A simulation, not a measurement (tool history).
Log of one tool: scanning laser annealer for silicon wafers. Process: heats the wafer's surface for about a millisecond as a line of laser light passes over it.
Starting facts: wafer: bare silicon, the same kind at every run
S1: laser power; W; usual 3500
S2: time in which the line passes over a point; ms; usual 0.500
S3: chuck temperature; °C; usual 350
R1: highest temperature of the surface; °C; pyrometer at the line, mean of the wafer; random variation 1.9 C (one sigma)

run 1 hour=0.0 | S1=3500 S2=0.500 S3=350 | R1=1095
run 2 hour=79.4 | S1=3500 S2=0.500 S3=350 | R1=1082
run 3 hour=131.2 | S1=3500 S2=0.500 S3=350 | R1=1080
run 4 hour=201.6 | S1=3656 S2=0.500 S3=350 | R1=1111
run 5 hour=245.3 | S1=3500 S2=0.500 S3=322 | R1=1039
run 6 hour=293.8 | S1=3500 S2=0.500 S3=322 | R1=1032
run 7 hour=340.0 | S1=3500 S2=0.500 S3=350 | R1=1052
run 8 hour=401.3 | S1=3500 S2=0.500 S3=350 | R1=1047
run 9 hour=436.6 | S1=3500 S2=0.500 S3=350 | R1=1046
-- hour=466.1 window over the wafer cleaned
run 10 hour=507.7 | S1=3500 S2=0.500 S3=350 | R1=1087
run 11 hour=560.0 | S1=3500 S2=0.500 S3=350 | R1=1082
run 12 hour=621.6 | S1=3500 S2=0.500 S3=350 | R1=1074
run 13 hour=687.7 | S1=3500 S2=0.500 S3=350 | R1=1069
run 14 hour=758.0 | S1=3259 S2=0.500 S3=343 | R1=991
run 15 hour=829.7 | S1=2985 S2=0.384 S3=332 | R1=840
run 16 hour=875.8 | S1=3095 S2=0.390 S3=372 | R1=907
run 17 hour=919.6 | S1=3095 S2=0.390 S3=372 | R1=902
-- hour=931.2 window over the wafer cleaned
run 18 hour=958.3 | S1=3576 S2=0.599 S3=351 | R1=1172
run 19 hour=1021.7 | S1=3576 S2=0.599 S3=351 | R1=1170
run 20 hour=1084.7 | S1=3294 S2=0.599 S3=351 | R1=1078
run 21 hour=1162.9 | S1=3027 S2=0.404 S3=351 | R1=894
run 22 hour=1218.7 | S1=3027 S2=0.404 S3=351 | R1=883
run 23 hour=1264.3 | S1=3195 S2=0.468 S3=336 | R1=945
run 24 hour=1330.5 | S1=3634 S2=0.566 S3=376 | R1=1149
-- hour=1390.9 window over the wafer cleaned
-- hour=1395.9 optics aligned, line set to its width
run 25 hour=1424.8 | S1=3634 S2=0.566 S3=376 | R1=1206

Subtracting, for every run, the result it would have given without the tool's unlogged condition from the measured result gives the following. The same run-to-run variation enters both numbers; the gauge's scatter may not:
Unlogged tool condition in this case: light that passes the window, % of a clean one's; laser's true power over the reading, %; width of the line over the set one, %; drift of the gauge itself on peak_c, C.
run=1 R1=-1
run=2 R1=-11
run=3 R1=-15
run=4 R1=-25
run=5 R1=-28
run=6 R1=-35
run=7 R1=-39
run=8 R1=-45
run=9 R1=-50
run=10 R1=-6
run=11 R1=-12
run=12 R1=-19
run=13 R1=-26
run=14 R1=-31
run=15 R1=-31
run=16 R1=-36
run=17 R1=-40
run=18 R1=-6
run=19 R1=-15
run=20 R1=-20
run=21 R1=-21
run=22 R1=-26
run=23 R1=-34
run=24 R1=-53
run=25 R1=+4
